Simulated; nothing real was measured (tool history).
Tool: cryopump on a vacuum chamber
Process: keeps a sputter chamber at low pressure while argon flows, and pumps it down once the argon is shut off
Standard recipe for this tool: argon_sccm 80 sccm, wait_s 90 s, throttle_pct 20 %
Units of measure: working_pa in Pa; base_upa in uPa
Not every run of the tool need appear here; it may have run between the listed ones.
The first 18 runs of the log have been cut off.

run    hour  argon_sccm  wait_s  throttle_pct  hours of work since the pump was warmed up and emptied  hours of work since the cold head was overhauled  hours of work since the chamber's fittings were tightened  working_pa  base_upa
 19   723.9          73      67            55                                                     359                                               359                                                       1562      0.1576      1.70
 20   771.5          80     286            56                                                     381                                               381                                                       1583      0.1718      1.50
 21   802.5          80     217            24                                                     395                                               395                                                       1597      0.3768      1.52
 22   827.6          75     147            19                                                     406                                               406                                                       1608      0.4461      1.60
 23   883.3          75     147            19                                                     431                                               431                                                       1633      0.4461      1.64
      936.7  -- pump warmed up, emptied and cooled again
 24   943.4          80      26            25                                                       3                                               455                                                       1658      0.3460      2.03
 25   990.0          80      26            25                                                      24                                               476                                                       1678      0.3442      2.04
 26  1017.6          80      44            37                                                      36                                               488                                                       1691      0.2372      1.76
 27  1064.0          52     235            22                                                      57                                               509                                                       1711      0.2571      1.42
 28  1115.5          37     111            31                                                      80                                               532                                                       1734      0.1302      1.52
 29  1171.0          37     111            31                                                     105                                               557                                                       1759      0.1309      1.56
 30  1217.1          37     111            31                                                     125                                               577                                                       1780      0.1315      1.51
 31  1246.4          37      81            20                                                     138                                               591                                                       1793      0.2016      1.62
 32  1296.4         100     294            19                                                     161                                               613                                                       1815      0.5753      1.52
 33  1340.8          44      66            22                                                     180                                               633                                                       1835      0.2201      1.74

Branching from run 33: 3 alternative next runs. What would each branch give?
  A  1399.9         123      27            20                                                     207                                               659                                                       1861           ?         ?
  B  1399.9          80     132            20                                                     207                                               659                                                       1861           ?         ?
  C  1399.9          53      66            22                                                     207                                               659                                                       1861           ?         ?

run  working_pa  base_upa
  A      0.6763      2.25
  B      0.4391      1.67
  C      0.2664      1.81
Without the tool's hidden state the same runs would have given:
run  working_pa  base_upa
  A      0.6612      0.96
  B      0.4293      0.37
  C      0.2599      0.49

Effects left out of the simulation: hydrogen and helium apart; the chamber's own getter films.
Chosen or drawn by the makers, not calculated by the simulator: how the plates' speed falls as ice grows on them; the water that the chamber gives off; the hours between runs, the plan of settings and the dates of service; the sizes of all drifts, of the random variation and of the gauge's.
